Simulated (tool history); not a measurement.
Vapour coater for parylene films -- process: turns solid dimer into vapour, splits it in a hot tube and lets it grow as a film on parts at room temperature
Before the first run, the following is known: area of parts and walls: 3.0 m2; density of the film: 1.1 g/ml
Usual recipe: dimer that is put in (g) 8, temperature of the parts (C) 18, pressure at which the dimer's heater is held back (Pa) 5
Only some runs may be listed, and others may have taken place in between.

run	hour	dimer that is put in (g)	temperature of the parts (C)	pressure at which the dimer's heater is held back (Pa)	thickness of the film (µm)
1	0	8	18	5	1.19
2	34.3	8	18	3.48	1.26
3	64.7	8	18	3.48	1.26
4	90	8	18	3.48	1.26
5	123.6	8	18	3.48	1.26
6	153.4	8	13	5	1.29
7	201.2	8	13	5	1.29
8	230.5	8	13	5	1.25
9	279.5	8	13	5	1.26
10	312.9	8	17	5.23	1.22
11	358.8	5	18	2.22	0.83
12	413.9	6	18	4.16	0.88
13	456.2	6	18	4.16	0.88
14	504.4	8	12	2.51	1.43
# hour 523.2: trap's valve overhauled
15	537.9	11	22	8.24	1.49
16	587.9	10	16	2.95	1.76

Predict each of these 4 candidate next runs independently; none follows another, all start after run 16:
A	645.5	8	20	2.23	?
B	645.5	10	28	2.95	?
C	645.5	8	18	9.09	?
D	645.5	10	17	6.03	?

run	thickness of the film (µm)
A	1.41
B	1.48
C	1.13
D	1.52
Had the tool no hidden state, the same runs would have come out as:
run	thickness of the film (µm)
A	1.44
B	1.52
C	1.15
D	1.56
